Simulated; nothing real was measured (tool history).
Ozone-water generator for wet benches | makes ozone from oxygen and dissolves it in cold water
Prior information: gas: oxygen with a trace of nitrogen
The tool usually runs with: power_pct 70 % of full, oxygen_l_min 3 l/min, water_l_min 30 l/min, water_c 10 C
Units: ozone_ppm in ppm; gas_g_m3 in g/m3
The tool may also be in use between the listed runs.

Run 1, hour 0: usual settings. Result: ozone_ppm 9.9 ppm, gas_g_m3 183.8 g/m3.
Run 2, hour 72.4: usual settings. Result: ozone_ppm 9.8 ppm, gas_g_m3 184.1 g/m3.
Run 3, hour 154.7: usual settings. Result: ozone_ppm 10 ppm, gas_g_m3 182.8 g/m3.
Run 4, hour 213.7: usual settings. Result: ozone_ppm 9.6 ppm, gas_g_m3 181.8 g/m3.
Run 5, hour 314.1: usual settings. Result: ozone_ppm 9.7 ppm, gas_g_m3 183.8 g/m3.
Run 6, hour 385.9: usual settings. Result: ozone_ppm 9.8 ppm, gas_g_m3 181.9 g/m3.
Run 7, hour 435.1: usual settings. Result: ozone_ppm 9.7 ppm, gas_g_m3 181.3 g/m3.
Run 8, hour 489.7: usual settings. Result: ozone_ppm 10 ppm, gas_g_m3 181.9 g/m3.
Run 9, hour 544.3: usual settings. Result: ozone_ppm 9.6 ppm, gas_g_m3 181.1 g/m3.
Run 10, hour 641.2: usual settings. Result: ozone_ppm 9.6 ppm, gas_g_m3 179.7 g/m3.
Run 11, hour 735.2: usual settings but power_pct 77 % of full. Result: ozone_ppm 10.1 ppm, gas_g_m3 190.6 g/m3.
Run 12, hour 802.4: usual settings but power_pct 77 % of full. Result: ozone_ppm 10.2 ppm, gas_g_m3 188.8 g/m3.
Run 13, hour 846.2: usual settings but power_pct 60 % of full. Result: ozone_ppm 9 ppm, gas_g_m3 166.9 g/m3.
Run 14, hour 908.8: usual settings but power_pct 60 % of full. Result: ozone_ppm 9 ppm, gas_g_m3 163.5 g/m3.
Run 15, hour 960.7: usual settings but power_pct 60 % of full. Result: ozone_ppm 9 ppm, gas_g_m3 165.2 g/m3.
Run 16, hour 1035: usual settings but power_pct 60 % of full. Result: ozone_ppm 9 ppm, gas_g_m3 165.5 g/m3.
Run 17, hour 1135.2: usual settings but water_l_min 29 l/min, water_c 13 C. Result: ozone_ppm 9.9 ppm, gas_g_m3 180.8 g/m3.
Run 18, hour 1196.9: usual settings but power_pct 96 % of full, oxygen_l_min 2.58 l/min, water_c 12 C. Result: ozone_ppm 10.7 ppm, gas_g_m3 227.7 g/m3.
Run 19, hour 1291.8: usual settings but power_pct 96 % of full, oxygen_l_min 2.58 l/min, water_c 12 C. Result: ozone_ppm 10.5 ppm, gas_g_m3 225.5 g/m3.
Run 20, hour 1346: usual settings but power_pct 67 % of full, oxygen_l_min 2.64 l/min, water_l_min 29 l/min, water_c 7 C. Result: ozone_ppm 9.5 ppm, gas_g_m3 185.6 g/m3.
Run 21, hour 1410.2: usual settings but power_pct 67 % of full, oxygen_l_min 2.64 l/min, water_l_min 29 l/min, water_c 7 C. Result: ozone_ppm 9.4 ppm, gas_g_m3 183.6 g/m3.
Run 22, hour 1498.8: usual settings but power_pct 67 % of full, oxygen_l_min 2.64 l/min, water_l_min 29 l/min, water_c 7 C. Result: ozone_ppm 9.5 ppm, gas_g_m3 183.9 g/m3.
Run 23, hour 1590.3: usual settings but power_pct 85 % of full, oxygen_l_min 2.57 l/min, water_l_min 43 l/min, water_c 7 C. Result: ozone_ppm 6.6 ppm, gas_g_m3 209.9 g/m3.
Run 24, hour 1678.8: usual settings but power_pct 85 % of full, oxygen_l_min 1.79 l/min, water_l_min 44 l/min, water_c 15 C. Result: ozone_ppm 5.2 ppm, gas_g_m3 251 g/m3.
Run 25, hour 1734.7: usual settings but power_pct 85 % of full, oxygen_l_min 1.79 l/min, water_l_min 44 l/min, water_c 15 C. Result: ozone_ppm 5.6 ppm, gas_g_m3 250 g/m3.
Run 26, hour 1784.9: usual settings but power_pct 85 % of full, oxygen_l_min 1.79 l/min, water_l_min 44 l/min, water_c 15 C. Result: ozone_ppm 5.2 ppm, gas_g_m3 249.6 g/m3.
Run 27, hour 1864.7: usual settings. Result: ozone_ppm 9.3 ppm, gas_g_m3 173.8 g/m3.
Run 28, hour 1934.3: usual settings but power_pct 48 % of full, oxygen_l_min 3.66 l/min, water_l_min 38 l/min, water_c 12 C. Result: ozone_ppm 6.3 ppm, gas_g_m3 129.5 g/m3.
Run 29, hour 1979.3: usual settings but oxygen_l_min 2.16 l/min. Result: ozone_ppm 8.5 ppm, gas_g_m3 205.8 g/m3.
Run 30, hour 2044.6: usual settings but oxygen_l_min 2.16 l/min. Result: ozone_ppm 8.3 ppm, gas_g_m3 205 g/m3.
Run 31, hour 2091.4: usual settings but oxygen_l_min 3.31 l/min, water_l_min 29 l/min, water_c 5 C. Result: ozone_ppm 10.5 ppm, gas_g_m3 167.4 g/m3.
Run 32, hour 2162.6: usual settings but power_pct 47 % of full, oxygen_l_min 1.56 l/min. Result: ozone_ppm 6.1 ppm, gas_g_m3 198.2 g/m3.

Removed from this log: 1 entry logged between the listed runs. Between which two listed runs does each belong, and how does the tool's hidden state at the listed run before it compare with that at the listed run after it?
Run 10 -> run 11: water thermometer calibrated (hour 670.7)
  yield of the discharge, % of new electrodes': 89.7 -> 89.5; contactor's efficiency, % of a clean one's: 94.2 -> 94.1; true water temperature over the reading, C: 0.2 -> -0.01
  measured result minus the result with no hidden state, ozone_ppm: -1.4 -> -1.7 ppm; gas_g_m3: -20.6 -> -23.6 g/m3
